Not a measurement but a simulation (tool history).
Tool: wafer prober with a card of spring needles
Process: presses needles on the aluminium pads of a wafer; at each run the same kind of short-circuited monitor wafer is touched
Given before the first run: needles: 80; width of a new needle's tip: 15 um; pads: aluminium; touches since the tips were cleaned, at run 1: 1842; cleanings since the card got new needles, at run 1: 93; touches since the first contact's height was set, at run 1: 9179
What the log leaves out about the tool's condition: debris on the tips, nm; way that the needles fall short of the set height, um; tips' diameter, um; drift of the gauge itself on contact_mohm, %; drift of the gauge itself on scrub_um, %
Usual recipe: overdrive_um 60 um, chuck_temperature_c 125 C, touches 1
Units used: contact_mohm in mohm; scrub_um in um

run,hour,overdrive_um,chuck_temperature_c,touches,touches since the tips were cleaned,cleanings since the card got new needles,touches since the first contact's height was set,contact_mohm,scrub_um
1,0,60,125,1,1842,93,9179,395,7.85
# hour 6.5: tips cleaned on abrasive film
# hour 15.1: tips cleaned on abrasive film
# hour 25.9: tips cleaned on abrasive film
# hour 36.7: tips cleaned on abrasive film
# hour 45.4: tips cleaned on abrasive film
# hour 56.1: tips cleaned on abrasive film
2,59.4,60,125,1,1880,99,42853,386,7.86
# hour 65.9: tips cleaned on abrasive film
# hour 76.7: tips cleaned on abrasive film
# hour 85.3: tips cleaned on abrasive film
# hour 96.1: tips cleaned on abrasive film
# hour 106.9: tips cleaned on abrasive film
# hour 113.6: height of the first contact set anew
# hour 118: tips cleaned on abrasive film
# hour 128.8: tips cleaned on abrasive film
# hour 139.5: tips cleaned on abrasive film
3,141.9,43,125,1,1327,107,16002,462,5.61
# hour 148.4: tips cleaned on abrasive film
# hour 157: tips cleaned on abrasive film
# hour 167.8: tips cleaned on abrasive film
# hour 178.6: tips cleaned on abrasive film
# hour 189.3: tips cleaned on abrasive film
# hour 198: tips cleaned on abrasive film
# hour 206.6: tips cleaned on abrasive film
# hour 217.4: tips cleaned on abrasive film
# hour 226.1: tips cleaned on abrasive film
4,232,43,125,1,3409,116,67100,677,5.5
# hour 236.4: tips cleaned on abrasive film
# hour 243.1: height of the first contact set anew
# hour 245.3: tips cleaned on abrasive film
# hour 256.1: tips cleaned on abrasive film
# hour 266.9: tips cleaned on abrasive film
# hour 277.7: tips cleaned on abrasive film
# hour 288.4: tips cleaned on abrasive film
5,294.3,43,125,1,3327,122,29008,649,5.61
# hour 298.6: tips cleaned on abrasive film
# hour 309.4: tips cleaned on abrasive film
# hour 320.2: tips cleaned on abrasive film
# hour 331: tips cleaned on abrasive film
6,338.8,43,125,1,4491,126,54289,724,5.47
# hour 341: tips cleaned on abrasive film
# hour 349.7: tips cleaned on abrasive film
# hour 360.5: tips cleaned on abrasive film
# hour 371.2: tips cleaned on abrasive film
# hour 371.5: height of the first contact set anew
# hour 380.2: tips cleaned on abrasive film
7,385.4,43,125,1,2975,131,7867,617,5.65
# hour 389.8: tips cleaned on abrasive film
# hour 400.5: tips cleaned on abrasive film
# hour 409.2: tips cleaned on abrasive film
# hour 420: tips cleaned on abrasive film
# hour 430.7: tips cleaned on abrasive film
# hour 441.5: tips cleaned on abrasive film
# hour 450.2: tips cleaned on abrasive film
# hour 460.9: tips cleaned on abrasive film
# hour 471.7: tips cleaned on abrasive film
8,476.2,60,125,1,2546,140,59330,457,7.79
# hour 480.6: tips cleaned on abrasive film
# hour 489.2: tips cleaned on abrasive film
# hour 497.8: tips cleaned on abrasive film
# hour 500.3: height of the first contact set anew
# hour 506.8: tips cleaned on abrasive film
# hour 517.6: tips cleaned on abrasive film
# hour 526.2: tips cleaned on abrasive film
9,527.5,60,125,1,713,146,15388,339,7.81
# hour 536.1: tips cleaned on abrasive film
# hour 546.9: tips cleaned on abrasive film
# hour 555.5: tips cleaned on abrasive film
# hour 566.3: tips cleaned on abrasive film
# hour 577.1: tips cleaned on abrasive film
# hour 587.9: tips cleaned on abrasive film
# hour 598.6: tips cleaned on abrasive film
# hour 609.4: tips cleaned on abrasive film
# hour 618.1: tips cleaned on abrasive film
10,621.5,60,125,1,1986,155,68737,444,7.69
# hour 628: tips cleaned on abrasive film
# hour 630.5: height of the first contact set anew
# hour 637: tips cleaned on abrasive film
# hour 647.8: tips cleaned on abrasive film
# hour 658.5: tips cleaned on abrasive film
# hour 669.3: tips cleaned on abrasive film
# hour 678: tips cleaned on abrasive film
11,678.6,60,66,1,350,161,27255,306,7.81
# hour 687.2: tips cleaned on abrasive film
# hour 695.9: tips cleaned on abrasive film
# hour 704.5: tips cleaned on abrasive film
# hour 715.3: tips cleaned on abrasive film
# hour 726.1: tips cleaned on abrasive film
# hour 736.9: tips cleaned on abrasive film
# hour 747.6: tips cleaned on abrasive film
# hour 756.3: tips cleaned on abrasive film
# hour 760.8: height of the first contact set anew
# hour 765.2: tips cleaned on abrasive film
12,768,44,66,1,1598,170,4045,594,5.71
# hour 774.5: tips cleaned on abrasive film
# hour 783.2: tips cleaned on abrasive film
# hour 793.9: tips cleaned on abrasive film
# hour 802.6: tips cleaned on abrasive film
# hour 812.5: tips cleaned on abrasive film
13,812.5,44,66,1,0,175,29234,272,5.7
# hour 821.1: tips cleaned on abrasive film
# hour 829.8: tips cleaned on abrasive film
# hour 838.4: tips cleaned on abrasive film
# hour 847.1: tips cleaned on abrasive film
# hour 857.9: tips cleaned on abrasive film
14,865.5,67,80,1,4391,180,59307,494,8.66
# hour 867.8: tips cleaned on abrasive film
# hour 878.5: tips cleaned on abrasive film
# hour 889.3: tips cleaned on abrasive film
# hour 889.6: height of the first contact set anew
# hour 898.3: tips cleaned on abrasive film
# hour 909: tips cleaned on abrasive film
# hour 917.7: tips cleaned on abrasive film
# hour 928.5: tips cleaned on abrasive film
# hour 937.1: tips cleaned on abrasive film
# hour 945.8: tips cleaned on abrasive film
# hour 954.4: tips cleaned on abrasive film
15,961.4,67,80,1,3997,190,40685,487,8.74
# hour 963.6: tips cleaned on abrasive film
# hour 972.3: tips cleaned on abrasive film
# hour 983: tips cleaned on abrasive film
# hour 991.7: tips cleaned on abrasive film
# hour 1000.3: tips cleaned on abrasive film
# hour 1009: tips cleaned on abrasive film
# hour 1019.8: tips cleaned on abrasive film
# hour 1020.1: height of the first contact set anew
# hour 1030.4: tips cleaned on abrasive film
16,1030.4,67,80,1,0,198,5893,272,8.89
# hour 1041.2: tips cleaned on abrasive film
# hour 1049.9: tips cleaned on abrasive film
# hour 1060.6: tips cleaned on abrasive film
# hour 1069.3: tips cleaned on abrasive film
# hour 1080.1: tips cleaned on abrasive film
# hour 1088.7: tips cleaned on abrasive film
# hour 1099.5: tips cleaned on abrasive film
# hour 1110.3: tips cleaned on abrasive film
# hour 1118.9: tips cleaned on abrasive film
17,1120.7,67,80,1,1031,207,57064,371,8.69
# hour 1129.4: tips cleaned on abrasive film
# hour 1138: tips cleaned on abrasive film
# hour 1148.8: tips cleaned on abrasive film
# hour 1149.1: height of the first contact set anew
# hour 1157.7: tips cleaned on abrasive film
# hour 1168.5: tips cleaned on abrasive film
18,1171.6,67,33,1,1777,212,12783,402,8.77
# hour 1178.1: tips cleaned on abrasive film
# hour 1186.8: tips cleaned on abrasive film
# hour 1195.4: tips cleaned on abrasive film
# hour 1206.2: tips cleaned on abrasive film
# hour 1214.8: tips cleaned on abrasive film
19,1220,67,83,2,2945,217,40188,383,8.72
# hour 1224.3: tips cleaned on abrasive film
# hour 1233: tips cleaned on abrasive film
# hour 1243.8: tips cleaned on abrasive film
# hour 1254.6: tips cleaned on abrasive film
# hour 1265.3: tips cleaned on abrasive film
# hour 1276.1: tips cleaned on abrasive film
# hour 1278.5: height of the first contact set anew
# hour 1285.1: tips cleaned on abrasive film
20,1289.9,60,120,1,2750,224,6419,526,7.94

How the hidden state differs across the entries between the runs, from the last listed run before each to the first after it:
From run 1 to run 2: tips cleaned on abrasive film (hour 6.5); tips cleaned on abrasive film (hour 15.1); tips cleaned on abrasive film (hour 25.9); tips cleaned on abrasive film (hour 36.7); tips cleaned on abrasive film (hour 45.4); tips cleaned on abrasive film (hour 56.1)
  debris on the tips, nm: 123.6 -> 117; way that the needles fall short of the set height, um: 0.3 -> 0.99; tips' diameter, um: 18.94 -> 19.18
  measured minus no-state result, contact_mohm: +147 -> +144 mohm; scrub_um: -0.04 -> -0.14 um
From run 2 to run 3: tips cleaned on abrasive film (hour 65.9); tips cleaned on abrasive film (hour 76.7); tips cleaned on abrasive film (hour 85.3); tips cleaned on abrasive film (hour 96.1); tips cleaned on abrasive film (hour 106.9); height of the first contact set anew (hour 113.6); tips cleaned on abrasive film (hour 118); tips cleaned on abrasive film (hour 128.8); tips cleaned on abrasive film (hour 139.5)
  debris on the tips, nm: 117 -> 90.7; way that the needles fall short of the set height, um: 0.99 -> 0.36; tips' diameter, um: 19.18 -> 19.51
  measured minus no-state result, contact_mohm: +144 -> +211 mohm; scrub_um: -0.14 -> -0.05 um
From run 3 to run 4: tips cleaned on abrasive film (hour 148.4); tips cleaned on abrasive film (hour 157); tips cleaned on abrasive film (hour 167.8); tips cleaned on abrasive film (hour 178.6); tips cleaned on abrasive film (hour 189.3); tips cleaned on abrasive film (hour 198); tips cleaned on abrasive film (hour 206.6); tips cleaned on abrasive film (hour 217.4); tips cleaned on abrasive film (hour 226.1)
  debris on the tips, nm: 90.7 -> 169.7; way that the needles fall short of the set height, um: 0.36 -> 1.45; tips' diameter, um: 19.51 -> 19.9
  measured minus no-state result, contact_mohm: +211 -> +428 mohm; scrub_um: -0.05 -> -0.19 um
From run 4 to run 5: tips cleaned on abrasive film (hour 236.4); height of the first contact set anew (hour 243.1); tips cleaned on abrasive film (hour 245.3); tips cleaned on abrasive film (hour 256.1); tips cleaned on abrasive film (hour 266.9); tips cleaned on abrasive film (hour 277.7); tips cleaned on abrasive film (hour 288.4)
  debris on the tips, nm: 169.7 -> 163.6; way that the needles fall short of the set height, um: 1.45 -> 0.65; tips' diameter, um: 19.9 -> 20.16
  measured minus no-state result, contact_mohm: +428 -> +403 mohm; scrub_um: -0.19 -> -0.08 um
From run 5 to run 6: tips cleaned on abrasive film (hour 298.6); tips cleaned on abrasive film (hour 309.4); tips cleaned on abrasive film (hour 320.2); tips cleaned on abrasive film (hour 331)
  debris on the tips, nm: 163.6 -> 180.1; way that the needles fall short of the set height, um: 0.65 -> 1.2; tips' diameter, um: 20.16 -> 20.35
  measured minus no-state result, contact_mohm: +403 -> +471 mohm; scrub_um: -0.08 -> -0.16 um
From run 6 to run 7: tips cleaned on abrasive film (hour 341); tips cleaned on abrasive film (hour 349.7); tips cleaned on abrasive film (hour 360.5); tips cleaned on abrasive film (hour 371.2); height of the first contact set anew (hour 371.5); tips cleaned on abrasive film (hour 380.2)
  debris on the tips, nm: 180.1 -> 145.8; way that the needles fall short of the set height, um: 1.2 -> 0.09; tips' diameter, um: 20.35 -> 20.53
  measured minus no-state result, contact_mohm: +471 -> +367 mohm; scrub_um: -0.16 -> -0.02 um
From run 7 to run 8: tips cleaned on abrasive film (hour 389.8); tips cleaned on abrasive film (hour 400.5); tips cleaned on abrasive film (hour 409.2); tips cleaned on abrasive film (hour 420); tips cleaned on abrasive film (hour 430.7); tips cleaned on abrasive film (hour 441.5); tips cleaned on abrasive film (hour 450.2); tips cleaned on abrasive film (hour 460.9); tips cleaned on abrasive film (hour 471.7)
  debris on the tips, nm: 145.8 -> 147.6; way that the needles fall short of the set height, um: 0.09 -> 1.04; tips' diameter, um: 20.53 -> 20.87
  measured minus no-state result, contact_mohm: +367 -> +212 mohm; scrub_um: -0.02 -> -0.14 um
From run 8 to run 9: tips cleaned on abrasive film (hour 480.6); tips cleaned on abrasive film (hour 489.2); tips cleaned on abrasive film (hour 497.8); height of the first contact set anew (hour 500.3); tips cleaned on abrasive film (hour 506.8); tips cleaned on abrasive film (hour 517.6); tips cleaned on abrasive film (hour 526.2)
  debris on the tips, nm: 147.6 -> 61.7; way that the needles fall short of the set height, um: 1.04 -> 0.38; tips' diameter, um: 20.87 -> 21.12
  measured minus no-state result, contact_mohm: +212 -> +92 mohm; scrub_um: -0.14 -> -0.06 um
From run 9 to run 10: tips cleaned on abrasive film (hour 536.1); tips cleaned on abrasive film (hour 546.9); tips cleaned on abrasive film (hour 555.5); tips cleaned on abrasive film (hour 566.3); tips cleaned on abrasive film (hour 577.1); tips cleaned on abrasive film (hour 587.9); tips cleaned on abrasive film (hour 598.6); tips cleaned on abrasive film (hour 609.4); tips cleaned on abrasive film (hour 618.1)
  debris on the tips, nm: 61.7 -> 129.8; way that the needles fall short of the set height, um: 0.38 -> 1.41; tips' diameter, um: 21.12 -> 21.48
  measured minus no-state result, contact_mohm: +92 -> +198 mohm; scrub_um: -0.06 -> -0.18 um
From run 10 to run 11: tips cleaned on abrasive film (hour 628); height of the first contact set anew (hour 630.5); tips cleaned on abrasive film (hour 637); tips cleaned on abrasive film (hour 647.8); tips cleaned on abrasive film (hour 658.5); tips cleaned on abrasive film (hour 669.3); tips cleaned on abrasive film (hour 678)
  debris on the tips, nm: 129.8 -> 41.2; way that the needles fall short of the set height, um: 1.41 -> 0.66; tips' diameter, um: 21.48 -> 21.75
  measured minus no-state result, contact_mohm: +198 -> +73 mohm; scrub_um: -0.18 -> -0.09 um
From run 11 to run 12: tips cleaned on abrasive film (hour 687.2); tips cleaned on abrasive film (hour 695.9); tips cleaned on abrasive film (hour 704.5); tips cleaned on abrasive film (hour 715.3); tips cleaned on abrasive film (hour 726.1); tips cleaned on abrasive film (hour 736.9); tips cleaned on abrasive film (hour 747.6); tips cleaned on abrasive film (hour 756.3); height of the first contact set anew (hour 760.8); tips cleaned on abrasive film (hour 765.2)
  debris on the tips, nm: 41.2 -> 117.7; way that the needles fall short of the set height, um: 0.66 -> 0.14; tips' diameter, um: 21.75 -> 22.12
  measured minus no-state result, contact_mohm: +73 -> +358 mohm; scrub_um: -0.09 -> -0.01 um
From run 12 to run 13: tips cleaned on abrasive film (hour 774.5); tips cleaned on abrasive film (hour 783.2); tips cleaned on abrasive film (hour 793.9); tips cleaned on abrasive film (hour 802.6); tips cleaned on abrasive film (hour 812.5)
  debris on the tips, nm: 117.7 -> 9.1; way that the needles fall short of the set height, um: 0.14 -> 0.77; tips' diameter, um: 22.12 -> 22.34
  measured minus no-state result, contact_mohm: +358 -> +36 mohm; scrub_um: -0.01 -> -0.1 um
From run 13 to run 14: tips cleaned on abrasive film (hour 821.1); tips cleaned on abrasive film (hour 829.8); tips cleaned on abrasive film (hour 838.4); tips cleaned on abrasive film (hour 847.1); tips cleaned on abrasive film (hour 857.9)
  debris on the tips, nm: 9.1 -> 180; way that the needles fall short of the set height, um: 0.77 -> 1.46; tips' diameter, um: 22.34 -> 22.58
  measured minus no-state result, contact_mohm: +36 -> +260 mohm; scrub_um: -0.1 -> -0.2 um
From run 14 to run 15: tips cleaned on abrasive film (hour 867.8); tips cleaned on abrasive film (hour 878.5); tips cleaned on abrasive film (hour 889.3); height of the first contact set anew (hour 889.6); tips cleaned on abrasive film (hour 898.3); tips cleaned on abrasive film (hour 909); tips cleaned on abrasive film (hour 917.7); tips cleaned on abrasive film (hour 928.5); tips cleaned on abrasive film (hour 937.1); tips cleaned on abrasive film (hour 945.8); tips cleaned on abrasive film (hour 954.4)
  debris on the tips, nm: 180 -> 171.9; way that the needles fall short of the set height, um: 1.46 -> 0.89; tips' diameter, um: 22.58 -> 23.02
  measured minus no-state result, contact_mohm: +260 -> +253 mohm; scrub_um: -0.2 -> -0.12 um
From run 15 to run 16: tips cleaned on abrasive film (hour 963.6); tips cleaned on abrasive film (hour 972.3); tips cleaned on abrasive film (hour 983); tips cleaned on abrasive film (hour 991.7); tips cleaned on abrasive film (hour 1000.3); tips cleaned on abrasive film (hour 1009); tips cleaned on abrasive film (hour 1019.8); height of the first contact set anew (hour 1020.1); tips cleaned on abrasive film (hour 1030.4)
  debris on the tips, nm: 171.9 -> 18.9; way that the needles fall short of the set height, um: 0.89 -> 0.14; tips' diameter, um: 23.02 -> 23.33
  measured minus no-state result, contact_mohm: +253 -> +34 mohm; scrub_um: -0.12 -> -0.02 um
From run 16 to run 17: tips cleaned on abrasive film (hour 1041.2); tips cleaned on abrasive film (hour 1049.9); tips cleaned on abrasive film (hour 1060.6); tips cleaned on abrasive film (hour 1069.3); tips cleaned on abrasive film (hour 1080.1); tips cleaned on abrasive film (hour 1088.7); tips cleaned on abrasive film (hour 1099.5); tips cleaned on abrasive film (hour 1110.3); tips cleaned on abrasive film (hour 1118.9)
  debris on the tips, nm: 18.9 -> 87.3; way that the needles fall short of the set height, um: 0.14 -> 1.18; tips' diameter, um: 23.33 -> 23.69
  measured minus no-state result, contact_mohm: +34 -> +139 mohm; scrub_um: -0.02 -> -0.16 um
From run 17 to run 18: tips cleaned on abrasive film (hour 1129.4); tips cleaned on abrasive film (hour 1138); tips cleaned on abrasive film (hour 1148.8); height of the first contact set anew (hour 1149.1); tips cleaned on abrasive film (hour 1157.7); tips cleaned on abrasive film (hour 1168.5)
  debris on the tips, nm: 87.3 -> 106.6; way that the needles fall short of the set height, um: 1.18 -> 0.21; tips' diameter, um: 23.69 -> 23.89
  measured minus no-state result, contact_mohm: +139 -> +180 mohm; scrub_um: -0.16 -> -0.02 um
From run 18 to run 19: tips cleaned on abrasive film (hour 1178.1); tips cleaned on abrasive film (hour 1186.8); tips cleaned on abrasive film (hour 1195.4); tips cleaned on abrasive film (hour 1206.2); tips cleaned on abrasive film (hour 1214.8)
  debris on the tips, nm: 106.6 -> 158.1; way that the needles fall short of the set height, um: 0.21 -> 0.73; tips' diameter, um: 23.89 -> 24.08
  measured minus no-state result, contact_mohm: +180 -> +152 mohm; scrub_um: -0.02 -> -0.1 um
From run 19 to run 20: tips cleaned on abrasive film (hour 1224.3); tips cleaned on abrasive film (hour 1233); tips cleaned on abrasive film (hour 1243.8); tips cleaned on abrasive film (hour 1254.6); tips cleaned on abrasive film (hour 1265.3); tips cleaned on abrasive film (hour 1276.1); height of the first contact set anew (hour 1278.5); tips cleaned on abrasive film (hour 1285.1)
  debris on the tips, nm: 158.1 -> 148; way that the needles fall short of the set height, um: 0.73 -> 0.13; tips' diameter, um: 24.08 -> 24.38
  measured minus no-state result, contact_mohm: +152 -> +278 mohm; scrub_um: -0.1 -> -0.02 um

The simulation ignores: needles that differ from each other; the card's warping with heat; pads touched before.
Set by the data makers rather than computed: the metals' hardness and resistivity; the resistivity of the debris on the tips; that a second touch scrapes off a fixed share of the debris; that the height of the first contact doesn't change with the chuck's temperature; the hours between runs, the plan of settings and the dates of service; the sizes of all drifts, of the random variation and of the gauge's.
